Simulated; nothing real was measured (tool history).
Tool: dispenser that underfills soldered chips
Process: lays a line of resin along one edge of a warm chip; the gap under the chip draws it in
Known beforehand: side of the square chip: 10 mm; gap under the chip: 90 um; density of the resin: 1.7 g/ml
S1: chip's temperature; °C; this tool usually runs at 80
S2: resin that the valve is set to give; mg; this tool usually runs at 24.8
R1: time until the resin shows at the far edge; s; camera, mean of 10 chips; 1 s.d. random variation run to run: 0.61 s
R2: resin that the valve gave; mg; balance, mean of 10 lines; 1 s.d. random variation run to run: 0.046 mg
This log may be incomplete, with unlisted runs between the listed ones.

run 1 hour=0 | S1=80 S2=24.8 | R1=60.1 R2=24.18
run 2 hour=11.5 | S1=80 S2=24.8 | R1=82.2 R2=24.85
run 3 hour=22 | S1=80 S2=24.8 | R1=68.1 R2=24.72
run 4 hour=29.8 | S1=91 S2=24.8 | R1=53.9 R2=24.67
run 5 hour=42.9 | S1=80 S2=24.8 | R1=74.6 R2=24.51
run 6 hour=48.7 | S1=86 S2=24.8 | R1=69.9 R2=24.52
run 7 hour=62.3 | S1=86 S2=24.8 | R1=59.6 R2=24.45
run 8 hour=68.2 | S1=80 S2=22.7 | R1=92.4 R2=22.31
run 9 hour=82.2 | S1=86 S2=22.7 | R1=64.9 R2=22.14
run 10 hour=90.8 | S1=86 S2=22.7 | R1=47.1 R2=22.61
run 11 hour=101.2 | S1=86 S2=22.7 | R1=63.9 R2=22.52
run 12 hour=113.2 | S1=86 S2=26 | R1=53.5 R2=25.76
run 13 hour=123.6 | S1=80 S2=24.8 | R1=56.9 R2=24.42
run 14 hour=133.4 | S1=80 S2=24.8 | R1=76.1 R2=24.41
run 15 hour=144.8 | S1=80 S2=24.8 | R1=62.4 R2=24.34
run 16 hour=158.2 | S1=94 S2=24.8 | R1=52 R2=24.28
run 17 hour=165.7 | S1=75 S2=23 | R1=87.3 R2=22.96
run 18 hour=174.6 | S1=94 S2=24.8 | R1=48.7 R2=24.72
run 19 hour=180.7 | S1=67 S2=26.5 | R1=107.5 R2=26.42
run 20 hour=187.6 | S1=67 S2=26.5 | R1=134.1 R2=26.24
run 21 hour=194.3 | S1=67 S2=26.5 | R1=161 R2=26.26
run 22 hour=203.8 | S1=75 S2=21.4 | R1=93 R2=21.14
run 23 hour=214.8 | S1=75 S2=21.4 | R1=76.2 R2=21.04
run 24 hour=225.3 | S1=74 S2=27.8 | R1=109 R2=27.29
run 25 hour=238.4 | S1=94 S2=24.1 | R1=39.2 R2=23.53
run 26 hour=246.7 | S1=66 S2=27 | R1=171 R2=27.04
run 27 hour=260.6 | S1=88 S2=31.2 | R1=56.4 R2=31.14
run 28 hour=269.2 | S1=88 S2=31.2 | R1=43.3 R2=31.02
run 29 hour=275.5 | S1=71 S2=25.4 | R1=110.7 R2=25.15
run 30 hour=288 | S1=70 S2=28.2 | R1=100.2 R2=27.86
run 31 hour=297.8 | S1=68 S2=22.3 | R1=150.2 R2=21.9

The log once held 20 entries between its listed runs, left out of this copy. Where does each go, and what is different about the tool's unlogged condition between the listed run before it and the listed run after it?
In the gap between runs 1 and 2: dispensing valve cleaned and set on the balance (hour 6.4)
  resin's viscosity, % of fresh resin's: 109.2 -> 149.6; dose that the valve gives, % of what is set: 97.49 -> 100.07; true chip temperature over the reading, C: -0.86 -> -0.91
  measured minus no-state result, R1: +7.4 -> +29.4 s; R2: -0.63 -> +0.02 mg
In the gap between runs 2 and 3: new syringe of resin (hour 14.8)
  resin's viscosity, % of fresh resin's: 149.6 -> 124.4; dose that the valve gives, % of what is set: 100.07 -> 99.74; true chip temperature over the reading, C: -0.91 -> -0.95
  measured minus no-state result, R1: +29.4 -> +15.6 s; R2: +0.02 -> -0.06 mg
In the gap between runs 4 and 5: new syringe of resin (hour 33)
  resin's viscosity, % of fresh resin's: 156.9 -> 134; dose that the valve gives, % of what is set: 99.48 -> 99.09; true chip temperature over the reading, C: -0.98 -> -1.03
  measured minus no-state result, R1: +21 -> +21.5 s; R2: -0.13 -> -0.22 mg
In the gap between runs 6 and 7: new syringe of resin (hour 51.4)
  resin's viscosity, % of fresh resin's: 159.4 -> 137.8; dose that the valve gives, % of what is set: 98.93 -> 98.48; true chip temperature over the reading, C: -1.06 -> -1.11
  measured minus no-state result, R1: +28 -> +18.4 s; R2: -0.27 -> -0.38 mg
In the gap between runs 8 and 9: new syringe of resin (hour 69.2)
  resin's viscosity, % of fresh resin's: 164.1 -> 147.9; dose that the valve gives, % of what is set: 98.3 -> 97.85; true chip temperature over the reading, C: -1.14 -> -1.19
  measured minus no-state result, R1: +39 -> +23.4 s; R2: -0.39 -> -0.49 mg
In the gap between runs 9 and 10: dispensing valve cleaned and set on the balance (hour 85.2); new syringe of resin (hour 88.5)
  resin's viscosity, % of fresh resin's: 147.9 -> 107.8; dose that the valve gives, % of what is set: 97.85 -> 99.71; true chip temperature over the reading, C: -1.19 -> -1.22
  measured minus no-state result, R1: +23.4 -> +5.6 s; R2: -0.49 -> -0.06 mg
In the gap between runs 11 and 12: new syringe of resin (hour 106.2)
  resin's viscosity, % of fresh resin's: 147.1 -> 122.1; dose that the valve gives, % of what is set: 99.38 -> 98.99; true chip temperature over the reading, C: -1.26 -> -1.3
  measured minus no-state result, R1: +22.7 -> +12 s; R2: -0.14 -> -0.26 mg
In the gap between runs 12 and 13: new syringe of resin (hour 123.6)
  resin's viscosity, % of fresh resin's: 122.1 -> 100.5; dose that the valve gives, % of what is set: 98.99 -> 98.69; true chip temperature over the reading, C: -1.3 -> -1.35
  measured minus no-state result, R1: +12 -> +3.6 s; R2: -0.26 -> -0.33 mg
In the gap between runs 14 and 15: new syringe of resin (hour 141.5)
  resin's viscosity, % of fresh resin's: 134.5 -> 109; dose that the valve gives, % of what is set: 98.37 -> 98.06; true chip temperature over the reading, C: -1.39 -> -1.43
  measured minus no-state result, R1: +23 -> +8.8 s; R2: -0.4 -> -0.48 mg
In the gap between runs 16 and 17: new syringe of resin (hour 159.7); dispensing valve cleaned and set on the balance (hour 163.8)
  resin's viscosity, % of fresh resin's: 162.9 -> 119.7; dose that the valve gives, % of what is set: 97.66 -> 99.89; true chip temperature over the reading, C: -1.48 -> -1.51
  measured minus no-state result, R1: +22 -> +19.1 s; R2: -0.58 -> -0.03 mg
In the gap between runs 18 and 19: new syringe of resin (hour 178.7)
  resin's viscosity, % of fresh resin's: 156.2 -> 105.5; dose that the valve gives, % of what is set: 99.6 -> 99.42; true chip temperature over the reading, C: -1.54 -> -1.56
  measured minus no-state result, R1: +19.6 -> +12.9 s; R2: -0.1 -> -0.16 mg
In the gap between runs 21 and 22: new syringe of resin (hour 196.3)
  resin's viscosity, % of fresh resin's: 158.5 -> 125.9; dose that the valve gives, % of what is set: 98.96 -> 98.67; true chip temperature over the reading, C: -1.62 -> -1.66
  measured minus no-state result, R1: +67 -> +24.6 s; R2: -0.28 -> -0.28 mg
In the gap between runs 22 and 23: new syringe of resin (hour 213.6)
  resin's viscosity, % of fresh resin's: 125.9 -> 103.5; dose that the valve gives, % of what is set: 98.67 -> 98.29; true chip temperature over the reading, C: -1.66 -> -1.7
  measured minus no-state result, R1: +24.6 -> +8.4 s; R2: -0.28 -> -0.37 mg
In the gap between runs 24 and 25: new syringe of resin (hour 231)
  resin's viscosity, % of fresh resin's: 141.8 -> 123.9; dose that the valve gives, % of what is set: 97.94 -> 97.54; true chip temperature over the reading, C: -1.74 -> -1.8
  measured minus no-state result, R1: +38.3 -> +9.9 s; R2: -0.57 -> -0.59 mg
In the gap between runs 25 and 26: dispensing valve cleaned and set on the balance (hour 242.3)
  resin's viscosity, % of fresh resin's: 123.9 -> 154.5; dose that the valve gives, % of what is set: 97.54 -> 100; true chip temperature over the reading, C: -1.8 -> -1.83
  measured minus no-state result, R1: +9.9 -> +69.5 s; R2: -0.59 -> +0 mg
In the gap between runs 26 and 27: new syringe of resin (hour 249.6)
  resin's viscosity, % of fresh resin's: 154.5 -> 142; dose that the valve gives, % of what is set: 100 -> 99.57; true chip temperature over the reading, C: -1.83 -> -1.88
  measured minus no-state result, R1: +69.5 -> +19.8 s; R2: +0 -> -0.14 mg
In the gap between runs 27 and 28: new syringe of resin (hour 267.8)
  resin's viscosity, % of fresh resin's: 142 -> 104.9; dose that the valve gives, % of what is set: 99.57 -> 99.29; true chip temperature over the reading, C: -1.88 -> -1.91
  measured minus no-state result, R1: +19.8 -> +5.1 s; R2: -0.14 -> -0.22 mg
In the gap between runs 29 and 30: new syringe of resin (hour 285.2)
  resin's viscosity, % of fresh resin's: 126.6 -> 109.2; dose that the valve gives, % of what is set: 99.07 -> 98.68; true chip temperature over the reading, C: -1.94 -> -1.99
  measured minus no-state result, R1: +30.7 -> +16.6 s; R2: -0.24 -> -0.37 mg
